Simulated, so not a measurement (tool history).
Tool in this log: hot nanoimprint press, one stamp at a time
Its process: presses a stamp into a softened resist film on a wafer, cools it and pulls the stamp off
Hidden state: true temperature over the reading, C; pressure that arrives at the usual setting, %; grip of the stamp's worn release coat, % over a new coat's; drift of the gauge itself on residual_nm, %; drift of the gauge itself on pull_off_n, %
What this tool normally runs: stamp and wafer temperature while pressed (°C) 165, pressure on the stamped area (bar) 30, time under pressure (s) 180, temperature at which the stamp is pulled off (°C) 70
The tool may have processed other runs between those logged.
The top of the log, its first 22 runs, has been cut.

run	hour	stamp and wafer temperature while pressed (°C)	pressure on the stamped area (bar)	time under pressure (s)	temperature at which the stamp is pulled off (°C)	hours of work since the thermocouple was calibrated	imprints on the stamp's release coat	hours of work since the press's seals were changed	resist left under the stamp's widest pad (nm)	greatest force while the stamp is pulled off (N)
23	981.7	165	18.8	180	63	305	813	546	126.7	242
24	1038.6	165	18.8	180	63	347	1145	587	127.4	274
# hour 1059.5: press's hydraulic seals changed and the load cell set to zero
25	1085.7	176	36	180	70	375	1372	19	53.3	274
26	1114.2	163	30	180	73	396	1538	40	117.8	278
27	1161	176	30	180	73	430	1810	74	59.2	295
# hour 1210.1: stamp cleaned and given a new release coat
28	1225.4	176	36.7	332	63	473	90	117	40.8	182
29	1253.5	176	36.7	196	73	493	253	137	52	175
# hour 1281.2: plate thermocouple calibrated
30	1285.4	176	36.7	196	73	3	421	158	48.2	178

Expected results for the next run?
31	1344.2	165	19.2	165	70	46	763	201	?	?

resist left under the stamp's widest pad (nm): 122.6
greatest force while the stamp is pulled off (N): 215
With the hidden condition absent and the run-to-run variation left alone, this run would have shown resist left under the stamp's widest pad (nm) 121, greatest force while the stamp is pulled off (N) 158.
